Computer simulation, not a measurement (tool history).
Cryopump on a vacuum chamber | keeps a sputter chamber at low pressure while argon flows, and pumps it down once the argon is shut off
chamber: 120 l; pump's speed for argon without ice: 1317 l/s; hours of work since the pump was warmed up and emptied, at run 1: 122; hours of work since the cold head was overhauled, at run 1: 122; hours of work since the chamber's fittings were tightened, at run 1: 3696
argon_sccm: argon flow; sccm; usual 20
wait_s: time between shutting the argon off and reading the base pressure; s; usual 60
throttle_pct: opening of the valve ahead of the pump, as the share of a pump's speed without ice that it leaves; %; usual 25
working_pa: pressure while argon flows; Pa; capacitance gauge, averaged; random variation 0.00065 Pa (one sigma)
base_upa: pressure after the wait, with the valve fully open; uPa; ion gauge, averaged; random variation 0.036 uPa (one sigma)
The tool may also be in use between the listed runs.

| run | day | argon_sccm | wait_s | throttle_pct | hours of work since the pump was warmed up and emptied | hours of work since the cold head was overhauled | hours of work since the chamber's fittings were tightened | working_pa | base_upa |
|---|---|---|---|---|---|---|---|---|---|
| 1 | 0.000 | 20 | 60 | 25 | 122 | 122 | 3696 | 0.1032 | 4.73 |
|  | 0.975 | leaking fittings of the chamber tightened, without venting |
| 2 | 4.238 | 20 | 60 | 25 | 198 | 198 | 60 | 0.1052 | 2.07 |
| 3 | 6.738 | 16 | 60 | 25 | 244 | 244 | 106 | 0.0841 | 2.12 |
| 4 | 8.742 | 16 | 60 | 25 | 281 | 281 | 142 | 0.0870 | 2.19 |
| 5 | 13.225 | 18 | 60 | 25 | 363 | 363 | 224 | 0.0972 | 2.27 |
| 6 | 17.512 | 20 | 60 | 37 | 442 | 442 | 303 | 0.0765 | 2.30 |
| 7 | 19.729 | 20 | 60 | 25 | 482 | 482 | 344 | 0.1101 | 2.33 |
| 8 | 23.188 | 20 | 60 | 25 | 546 | 546 | 407 | 0.1128 | 2.51 |
| 9 | 25.950 | 20 | 60 | 25 | 596 | 596 | 457 | 0.1132 | 2.60 |
|  | 28.304 | pump warmed up, emptied and cooled again |
| 10 | 28.329 | 20 | 60 | 25 | 0 | 636 | 497 | 0.1026 | 2.38 |
| 11 | 30.938 | 11 | 60 | 25 | 48 | 684 | 545 | 0.0572 | 2.46 |
| 12 | 35.325 | 11 | 60 | 25 | 129 | 764 | 625 | 0.0575 | 2.56 |
| 13 | 37.617 | 14 | 60 | 60 | 171 | 806 | 667 | 0.0317 | 2.60 |
| 14 | 42.400 | 18 | 74 | 57 | 258 | 894 | 755 | 0.0437 | 2.31 |
| 15 | 46.962 | 18 | 74 | 57 | 342 | 977 | 839 | 0.0440 | 2.46 |
| 16 | 51.567 | 18 | 74 | 57 | 426 | 1062 | 923 | 0.0472 | 2.58 |
| 17 | 56.383 | 9 | 270 | 43 | 514 | 1150 | 1011 | 0.0309 | 1.68 |
| 18 | 58.404 | 9 | 129 | 47 | 551 | 1187 | 1048 | 0.0295 | 2.14 |
| 19 | 60.650 | 9 | 129 | 47 | 592 | 1228 | 1089 | 0.0290 | 2.25 |
|  | 63.225 | pump warmed up, emptied and cooled again |
| 20 | 63.225 | 19 | 199 | 19 | 0 | 1271 | 1133 | 0.1288 | 1.61 |
| 21 | 65.662 | 16 | 121 | 29 | 45 | 1316 | 1177 | 0.0701 | 2.03 |
| 22 | 67.879 | 11 | 98 | 33 | 85 | 1357 | 1218 | 0.0429 | 2.34 |
| 23 | 72.150 | 20 | 32 | 19 | 163 | 1435 | 1296 | 0.1367 | 4.79 |
| 24 | 76.612 | 20 | 32 | 19 | 245 | 1517 | 1378 | 0.1385 | 4.98 |

How the hidden state differs across the entries between the runs, from the last listed run before each to the first after it:
Between runs 1 and 2: leaking fittings of the chamber tightened, without venting (day 0.975)
  pump's speed, % of a pump's without ice: 94.2 -> 90.6; cold plate's temperature, K: 12.25 -> 12.26; leak into the chamber, uPa l/s: 3828 -> 362
  measured less the result without the state, working_pa: +0.0017 -> +0.0027 Pa; base_upa: +2.78 -> +0.08 uPa
Between runs 9 and 10: pump warmed up, emptied and cooled again (day 28.304)
  pump's speed, % of a pump's without ice: 72.1 -> 99.4; cold plate's temperature, K: 12.34 -> 12.35; leak into the chamber, uPa l/s: 750 -> 792
  measured less the result without the state, working_pa: +0.0102 -> +0.0003 Pa; base_upa: +0.57 -> +0.38 uPa
Between runs 19 and 20: pump warmed up, emptied and cooled again (day 63.225)
  pump's speed, % of a pump's without ice: 71.8 -> 99.7; cold plate's temperature, K: 12.45 -> 12.46; leak into the chamber, uPa l/s: 1349 -> 1386
  measured less the result without the state, working_pa: +0.0047 -> +0.0003 Pa; base_upa: +1.20 -> +0.84 uPa
